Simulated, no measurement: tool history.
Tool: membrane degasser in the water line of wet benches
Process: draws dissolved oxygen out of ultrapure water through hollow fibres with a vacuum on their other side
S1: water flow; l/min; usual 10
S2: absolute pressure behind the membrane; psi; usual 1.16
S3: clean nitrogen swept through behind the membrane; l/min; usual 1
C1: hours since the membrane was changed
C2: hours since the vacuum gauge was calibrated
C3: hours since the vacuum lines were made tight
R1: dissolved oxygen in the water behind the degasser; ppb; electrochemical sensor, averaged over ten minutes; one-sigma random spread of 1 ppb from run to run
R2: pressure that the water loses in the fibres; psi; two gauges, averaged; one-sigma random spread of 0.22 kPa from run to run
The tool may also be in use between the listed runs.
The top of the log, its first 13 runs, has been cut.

At hour 712.2: vacuum gauge calibrated.
Run 14, hour 720.6: usual settings; C1 1646; C2 8; C3 8541. Result: R1 126.5 ppb, R2 7.899 psi.
Run 15, hour 754.6: usual settings; C1 1680; C2 42; C3 8575. Result: R1 125.8 ppb, R2 7.91 psi.
Run 16, hour 792: usual settings; C1 1718; C2 80; C3 8612. Result: R1 126.7 ppb, R2 7.936 psi.
Run 17, hour 847: usual settings; C1 1773; C2 135; C3 8667. Result: R1 125.7 ppb, R2 8.048 psi.
Run 18, hour 911.9: usual settings but S1 13 l/min, S2 1.652 psi, S3 0.45 l/min; C1 1838; C2 200; C3 8732. Result: R1 507.5 ppb, R2 10.351 psi.
Run 19, hour 980.4: usual settings but S1 9 l/min, S2 0.994 psi, S3 1.77 l/min; C1 1906; C2 268; C3 8801. Result: R1 53.6 ppb, R2 7.188 psi.
At hour 1052.4: seals of the vacuum lines changed.
Run 20, hour 1066.4: usual settings but S1 6 l/min, S2 2.061 psi, S3 1.23 l/min; C1 1990; C2 352; C3 14. Result: R1 132.2 ppb, R2 4.801 psi.
Run 21, hour 1118.1: usual settings but S1 6 l/min, S2 2.061 psi, S3 1.23 l/min; C1 2042; C2 404; C3 66. Result: R1 130.8 ppb, R2 4.782 psi.
Run 22, hour 1178.5: usual settings but S1 15 l/min, S2 1.017 psi, S3 0.67 l/min; C1 2102; C2 464; C3 126. Result: R1 244.2 ppb, R2 12.063 psi.
Run 23, hour 1234.5: usual settings but S1 12 l/min, S2 1.017 psi, S3 0.67 l/min; C1 2158; C2 520; C3 182. Result: R1 178.3 ppb, R2 9.619 psi.
At hour 1267.3: gauge calibrated.
Run 24, hour 1282.8: usual settings but S1 7 l/min, S2 1.98 psi, S3 2.68 l/min; C1 2207; C2 569; C3 230. Result: R1 69.6 ppb, R2 5.49 psi.
Run 25, hour 1345.5: usual settings but S1 6 l/min, S2 2.054 psi, S3 0.9 l/min; C1 2269; C2 631; C3 293. Result: R1 174.1 ppb, R2 4.735 psi.
Run 26, hour 1393.2: usual settings but S1 15 l/min, S2 0.772 psi, S3 0.9 l/min; C1 2317; C2 679; C3 341. Result: R1 139.4 ppb, R2 11.835 psi.
Run 27, hour 1449.4: usual settings but S1 15 l/min, S2 0.772 psi, S3 0.9 l/min; C1 2373; C2 735; C3 397. Result: R1 138.8 ppb, R2 11.851 psi.
Run 28, hour 1508.4: usual settings but S1 15 l/min, S2 0.772 psi, S3 0.9 l/min; C1 2432; C2 794; C3 456. Result: R1 138.5 ppb, R2 11.79 psi.
Run 29, hour 1590.6: usual settings but S1 14 l/min, S2 2.093 psi, S3 1.25 l/min; C1 2514; C2 876; C3 538. Result: R1 329.9 ppb, R2 11.053 psi.
Run 30, hour 1639.8: usual settings but S1 14 l/min, S2 2.093 psi, S3 1.25 l/min; C1 2564; C2 926; C3 587. Result: R1 331.7 ppb, R2 11.037 psi.
Run 31, hour 1686.8: usual settings but S1 7 l/min, S2 0.783 psi, S3 1.14 l/min; C1 2611; C2 973; C3 634. Result: R1 35 ppb, R2 5.522 psi.
Run 32, hour 1733: usual settings but S1 7 l/min, S2 0.783 psi, S3 1.14 l/min; C1 2657; C2 1019; C3 681. Result: R1 34.5 ppb, R2 5.581 psi.

4 options for the next run, each taken on its own from the tool as it stands now. Forecast them:
Run A, hour 1773.9: usual settings but S2 0.757 psi; C1 2698; C2 1060; C3 722. Result: R1 ?, R2 ?.
Run B, hour 1773.9: usual settings but S1 7 l/min, S2 0.817 psi, S3 1.14 l/min; C1 2698; C2 1060; C3 722. Result: R1 ?, R2 ?.
Run C, hour 1773.9: usual settings but S1 13 l/min, S2 1.651 psi, S3 2.74 l/min; C1 2698; C2 1060; C3 722. Result: R1 ?, R2 ?.
Run D, hour 1773.9: usual settings but S1 7 l/min, S2 1.437 psi, S3 1.14 l/min; C1 2698; C2 1060; C3 722. Result: R1 ?, R2 ?.

run     R1      R2
  A   61.3   7.925
  B     39   5.535
  C  129.7  10.318
  D  101.9   5.556
Without the tool's unlogged condition, the same runs would have read:
run     R1      R2
  A   61.3   7.851
  B     39   5.484
  C  129.6  10.222
  D  101.9   5.506
